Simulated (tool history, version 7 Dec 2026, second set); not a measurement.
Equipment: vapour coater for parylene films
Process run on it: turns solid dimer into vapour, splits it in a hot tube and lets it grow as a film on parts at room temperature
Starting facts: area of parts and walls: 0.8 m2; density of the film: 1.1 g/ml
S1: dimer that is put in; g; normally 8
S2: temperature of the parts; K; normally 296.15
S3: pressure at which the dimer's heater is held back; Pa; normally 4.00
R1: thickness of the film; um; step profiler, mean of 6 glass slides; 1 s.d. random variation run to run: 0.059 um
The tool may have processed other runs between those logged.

run   hour  S1      S2     S3    R1
  1    0.0   8  296.15   4.00  7.15
  2   34.1   8  296.15   4.00  6.86
  3   69.8   8  296.15   4.63  6.81
  4  112.9   8  300.15   4.63  5.91
  5  138.1   8  300.15   4.63  5.81
  6  192.4   8  296.15   4.00  6.83
  7  243.2   8  296.15   4.00  6.80
  8  276.4   8  296.15   4.00  6.73
  9  330.5   8  296.15   4.00  6.92
 10  382.9   8  296.15   4.00  6.69
 11  413.9   8  296.15   2.50  6.88
 12  471.1  11  296.15   4.00  9.24
 13  514.8  11  296.15   4.00  9.24
 14  550.2  11  302.15   8.79  6.79
 15  605.6  11  302.15   8.79  6.78
 16  645.4  11  302.15   8.79  6.81
 17  701.6  11  302.15   8.79  6.66
 18  756.9   5  293.15   4.00  4.64
 19  804.0   5  301.15   3.61  3.37
 20  850.4  11  296.15   4.00  8.84
 21  880.2   8  304.15  11.68  4.41

Selected run-to-run steps in R1, each split into two signed amounts: the part the tool would show with no hidden state at all (from settings, incoming material and random variation), and the remainder, which goes to the hidden state together with any gauge scatter not common to the measured and the hidden-state-free results:
Hidden conditions of the tool in this case: vapour lost through the trap's worn valve, %; true temperature of the parts over the reading, C; drift of the gauge itself on film_um, %.
Run 19 -> 20: S1 5 -> 11, S2 301.15 -> 296.15, S3 3.61 -> 4.00. R1 +5.47 um: hidden state -0.48, all else +5.95.
Run 20 -> 21: S1 11 -> 8, S2 296.15 -> 304.15, S3 4.00 -> 11.68. R1 -4.43 um: hidden state +0.36, all else -4.79.
